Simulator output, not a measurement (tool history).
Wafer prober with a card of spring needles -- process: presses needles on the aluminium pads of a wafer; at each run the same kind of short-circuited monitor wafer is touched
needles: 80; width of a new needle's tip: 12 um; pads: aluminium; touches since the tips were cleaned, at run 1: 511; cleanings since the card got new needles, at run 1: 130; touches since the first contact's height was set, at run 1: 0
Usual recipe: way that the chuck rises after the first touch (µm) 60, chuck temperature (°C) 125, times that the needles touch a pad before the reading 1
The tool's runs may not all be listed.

run,hour,way that the chuck rises after the first touch (µm),chuck temperature (°C),times that the needles touch a pad before the reading,touches since the tips were cleaned,cleanings since the card got new needles,touches since the first contact's height was set,resistance of one needle with its contact and lead (mohm),way that a needle slides on the pad (µm)
1,0.0,60,125,1,511,130,0,217,11.96
# hour 12.4: tips cleaned on abrasive film
# hour 26.9: tips cleaned on abrasive film
2,26.9,60,125,1,0,132,16909,206,11.97
# hour 41.9: tips cleaned on abrasive film
# hour 56.1: tips cleaned on abrasive film
# hour 70.8: tips cleaned on abrasive film
3,78.2,60,125,2,4690,135,49226,256,11.85
# hour 84.2: tips cleaned on abrasive film
# hour 98.5: tips cleaned on abrasive film
# hour 111.6: tips cleaned on abrasive film
4,111.6,60,125,1,0,138,70226,196,11.81
# hour 126.5: tips cleaned on abrasive film
# hour 139.1: tips cleaned on abrasive film
5,139.1,60,125,1,0,140,87519,199,11.86
# hour 153.7: tips cleaned on abrasive film
# hour 168.1: tips cleaned on abrasive film
6,168.7,60,32,1,346,142,106113,204,11.79
# hour 180.8: tips cleaned on abrasive film
# hour 195.6: tips cleaned on abrasive film
# hour 210.3: tips cleaned on abrasive film
7,215.2,60,125,1,3095,145,135397,289,11.74
# hour 224.5: tips cleaned on abrasive film
# hour 238.9: tips cleaned on abrasive film
8,243.6,67,125,1,3024,147,153291,266,13.08
# hour 253.0: tips cleaned on abrasive film
# hour 266.8: tips cleaned on abrasive film
9,267.3,60,125,1,320,149,168130,220,11.74
# hour 279.5: tips cleaned on abrasive film
# hour 294.4: tips cleaned on abrasive film
# hour 308.6: tips cleaned on abrasive film
10,318.5,60,125,1,6270,152,200383,338,11.62
# hour 321.7: tips cleaned on abrasive film
# hour 336.2: tips cleaned on abrasive film
# hour 349.3: tips cleaned on abrasive film
# hour 362.0: tips cleaned on abrasive film
11,362.0,60,125,1,0,156,227680,203,11.57
# hour 376.8: tips cleaned on abrasive film
# hour 389.1: height of the first contact set anew
# hour 392.2: tips cleaned on abrasive film
12,403.5,60,125,1,7140,158,9058,332,11.93
# hour 406.6: tips cleaned on abrasive film
# hour 420.8: tips cleaned on abrasive film
13,431.6,60,125,1,6841,160,26783,327,11.93
# hour 434.8: tips cleaned on abrasive film
# hour 449.4: tips cleaned on abrasive film
# hour 463.5: tips cleaned on abrasive film
14,464.0,60,125,1,287,163,47079,212,11.85
# hour 478.8: tips cleaned on abrasive film
# hour 492.9: tips cleaned on abrasive film
15,501.4,60,125,1,5368,165,70671,323,11.82
# hour 507.6: tips cleaned on abrasive film
# hour 522.9: tips cleaned on abrasive film
# hour 537.4: tips cleaned on abrasive film
16,539.3,40,40,3,1248,168,94520,250,7.83
# hour 550.9: tips cleaned on abrasive film
# hour 564.9: tips cleaned on abrasive film
# hour 580.4: tips cleaned on abrasive film
17,591.6,60,40,3,7085,171,127424,238,11.78
# hour 594.8: tips cleaned on abrasive film
# hour 609.5: tips cleaned on abrasive film
18,615.6,50,40,2,3874,173,142501,302,9.74
# hour 623.6: tips cleaned on abrasive film
# hour 638.9: tips cleaned on abrasive film
19,650.7,64,54,1,7491,175,164627,326,12.52
# hour 653.9: tips cleaned on abrasive film
# hour 668.7: tips cleaned on abrasive film
# hour 681.1: tips cleaned on abrasive film
# hour 695.5: tips cleaned on abrasive film
20,695.5,64,28,1,0,179,192756,185,12.44

Run 21 is up next; what results do you expect?
# hour 708.7: tips cleaned on abrasive film
# hour 723.4: tips cleaned on abrasive film
21,726.8,63,125,2,2166,181,212498,?,?

resistance of one needle with its contact and lead (mohm): 249
way that a needle slides on the pad (µm): 12.22
Take away the tool's hidden state, keep the run-to-run variation as it was, and the same run would have given resistance of one needle with its contact and lead (mohm) 184, way that a needle slides on the pad (µm) 12.55.
